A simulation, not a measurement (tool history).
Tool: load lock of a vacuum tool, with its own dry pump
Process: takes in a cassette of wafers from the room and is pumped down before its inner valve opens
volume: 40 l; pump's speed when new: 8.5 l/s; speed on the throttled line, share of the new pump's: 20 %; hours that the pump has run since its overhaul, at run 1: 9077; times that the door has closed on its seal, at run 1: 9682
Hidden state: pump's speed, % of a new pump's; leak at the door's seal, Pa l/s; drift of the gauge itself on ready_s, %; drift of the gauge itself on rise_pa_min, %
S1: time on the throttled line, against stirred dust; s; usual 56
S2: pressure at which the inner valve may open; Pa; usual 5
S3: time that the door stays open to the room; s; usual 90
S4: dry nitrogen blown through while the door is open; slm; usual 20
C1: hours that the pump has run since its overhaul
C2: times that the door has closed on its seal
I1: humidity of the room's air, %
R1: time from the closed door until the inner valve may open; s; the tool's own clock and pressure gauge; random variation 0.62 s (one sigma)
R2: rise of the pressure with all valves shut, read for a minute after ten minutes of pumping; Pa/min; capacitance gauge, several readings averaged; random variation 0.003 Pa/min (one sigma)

{"run": 1, "hour": 0.0, "S1": 56, "S2": 5, "S3": 90, "S4": 20, "C1": 9077, "C2": 9682, "I1": 49.5, "R1": 102.8, "R2": 0.043}
{"run": 2, "hour": 256.8, "S1": 56, "S2": 5, "S3": 90, "S4": 20, "C1": 9334, "C2": 10443, "I1": 43.9, "R1": 102.6, "R2": 0.041}
{"run": 3, "hour": 644.1, "S1": 56, "S2": 5, "S3": 57, "S4": 20, "C1": 9721, "C2": 11591, "I1": 44.2, "R1": 103.0, "R2": 0.035}
{"hour": 820.0, "done": "dry pump taken out, an overhauled one fitted"}
{"run": 4, "hour": 1069.2, "S1": 56, "S2": 5, "S3": 57, "S4": 20, "C1": 249, "C2": 12834, "I1": 42.6, "R1": 93.0, "R2": 0.037}
{"run": 5, "hour": 1436.8, "S1": 56, "S2": 5, "S3": 57, "S4": 20, "C1": 617, "C2": 13924, "I1": 49.5, "R1": 93.2, "R2": 0.045}
{"run": 6, "hour": 1699.1, "S1": 56, "S2": 5, "S3": 57, "S4": 20, "C1": 879, "C2": 14702, "I1": 43.2, "R1": 93.2, "R2": 0.035}
{"run": 7, "hour": 2026.4, "S1": 56, "S2": 6, "S3": 90, "S4": 20, "C1": 1206, "C2": 15672, "I1": 46.8, "R1": 91.6, "R2": 0.055}
{"run": 8, "hour": 2289.9, "S1": 56, "S2": 7, "S3": 90, "S4": 8, "C1": 1470, "C2": 16454, "I1": 47.6, "R1": 90.8, "R2": 0.066}
{"run": 9, "hour": 2471.0, "S1": 56, "S2": 7, "S3": 90, "S4": 8, "C1": 1651, "C2": 16991, "I1": 44.9, "R1": 91.4, "R2": 0.066}
{"run": 10, "hour": 2823.0, "S1": 66, "S2": 8, "S3": 90, "S4": 10, "C1": 2003, "C2": 18034, "I1": 48.0, "R1": 97.1, "R2": 0.063}
{"run": 11, "hour": 3216.4, "S1": 66, "S2": 8, "S3": 90, "S4": 10, "C1": 2396, "C2": 19201, "I1": 43.9, "R1": 98.7, "R2": 0.059}
{"run": 12, "hour": 3413.1, "S1": 66, "S2": 10, "S3": 90, "S4": 10, "C1": 2593, "C2": 19784, "I1": 45.5, "R1": 98.9, "R2": 0.07}
{"run": 13, "hour": 3644.5, "S1": 76, "S2": 5, "S3": 33, "S4": 13, "C1": 2824, "C2": 20470, "I1": 44.1, "R1": 110.3, "R2": 0.046}

5 ways to go on from here, each from the tool as it stands after run 13. What would each give?
{"run": "A", "hour": 4076.7, "S1": 32, "S2": 5, "S3": 33, "S4": 43, "C1": 3257, "C2": 21752, "I1": 43.5, "R1": "?", "R2": "?"}
{"run": "B", "hour": 4076.7, "S1": 59, "S2": 5, "S3": 90, "S4": 20, "C1": 3257, "C2": 21752, "I1": 43.5, "R1": "?", "R2": "?"}
{"run": "C", "hour": 4076.7, "S1": 97, "S2": 8, "S3": 90, "S4": 6, "C1": 3257, "C2": 21752, "I1": 46.4, "R1": "?", "R2": "?"}
{"run": "D", "hour": 4076.7, "S1": 41, "S2": 8, "S3": 162, "S4": 13, "C1": 3257, "C2": 21752, "I1": 45.8, "R1": "?", "R2": "?"}
{"run": "E", "hour": 4076.7, "S1": 56, "S2": 5, "S3": 25, "S4": 27, "C1": 3257, "C2": 21752, "I1": 45.2, "R1": "?", "R2": "?"}

run=A R1=74.8 R2=0.047
run=B R1=96.4 R2=0.062
run=C R1=125.0 R2=0.079
run=D R1=81.7 R2=0.084
run=E R1=95.2 R2=0.046
Without the tool's hidden state the same runs would have given:
run=A R1=72.1 R2=0.010
run=B R1=94.0 R2=0.025
run=C R1=123.3 R2=0.042
run=D R1=79.2 R2=0.047
run=E R1=92.8 R2=0.009
